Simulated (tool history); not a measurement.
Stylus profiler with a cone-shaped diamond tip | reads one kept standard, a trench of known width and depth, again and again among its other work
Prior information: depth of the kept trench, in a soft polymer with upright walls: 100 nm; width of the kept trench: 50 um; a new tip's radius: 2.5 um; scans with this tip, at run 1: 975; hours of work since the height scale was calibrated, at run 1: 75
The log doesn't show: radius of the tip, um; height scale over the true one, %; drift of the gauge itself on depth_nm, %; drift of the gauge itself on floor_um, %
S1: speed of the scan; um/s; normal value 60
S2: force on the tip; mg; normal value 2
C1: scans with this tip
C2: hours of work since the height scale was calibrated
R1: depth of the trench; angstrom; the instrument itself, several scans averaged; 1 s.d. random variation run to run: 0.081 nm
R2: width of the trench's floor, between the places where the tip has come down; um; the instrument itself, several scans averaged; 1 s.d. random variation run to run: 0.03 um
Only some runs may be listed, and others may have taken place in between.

Run 1, day 0: usual settings; C1 975; C2 75. Result: R1 1014.5 angstrom, R2 48.12 um.
Run 2, day 2.042: usual settings; C1 1392; C2 107. Result: R1 1013.1 angstrom, R2 48.2 um.
Run 3, day 4.562: usual settings; C1 1908; C2 146. Result: R1 1013.1 angstrom, R2 48.06 um.
Run 4, day 6.475: usual settings; C1 2299; C2 176. Result: R1 1013 angstrom, R2 48.02 um.
Run 5, day 8.283: usual settings but S2 3.73 mg; C1 2669; C2 204. Result: R1 1020.7 angstrom, R2 48.09 um.
Run 6, day 10.55: usual settings but S2 3.73 mg; C1 3132; C2 240. Result: R1 1020.1 angstrom, R2 48.08 um.
Run 7, day 12.896: usual settings but S2 0.77 mg; C1 3613; C2 276. Result: R1 1004.8 angstrom, R2 47.71 um.
Run 8, day 15.129: usual settings but S2 5.25 mg; C1 4069; C2 311. Result: R1 1025.4 angstrom, R2 48.05 um.
Run 9, day 17.129: usual settings but S2 5.25 mg; C1 4478; C2 343. Result: R1 1025.9 angstrom, R2 48.08 um.
Run 10, day 18.417: usual settings but S1 17 um/s, S2 0.84 mg; C1 4741; C2 363. Result: R1 1005.5 angstrom, R2 48.11 um.
Run 11, day 20.442: usual settings but S1 16 um/s, S2 0.84 mg; C1 5156; C2 395. Result: R1 1004.8 angstrom, R2 48.1 um.
At day 20.65: height scale calibrated on a step standard.
Run 12, day 22.867: usual settings but S1 66 um/s, S2 3.36 mg; C1 5647; C2 35. Result: R1 1017.2 angstrom, R2 47.9 um.
Run 13, day 24.821: usual settings but S1 66 um/s, S2 3.36 mg; C1 6047; C2 65. Result: R1 1016.7 angstrom, R2 47.85 um.
Run 14, day 27.288: usual settings but S1 103 um/s, S2 1 mg; C1 6551; C2 104. Result: R1 1007.3 angstrom, R2 47.2 um.

For run 15, what comes out?
Run 15, day 29.6: usual settings but S1 24 um/s, S2 1.17 mg; C1 7024; C2 140. Result: R1 ?, R2 ?.

{"run 15": {"R1": 1006, "R2": 47.86}}
With the hidden condition absent and the run-to-run variation left alone, this run would have shown R1 1009.3 angstrom, R2 48.33 um.
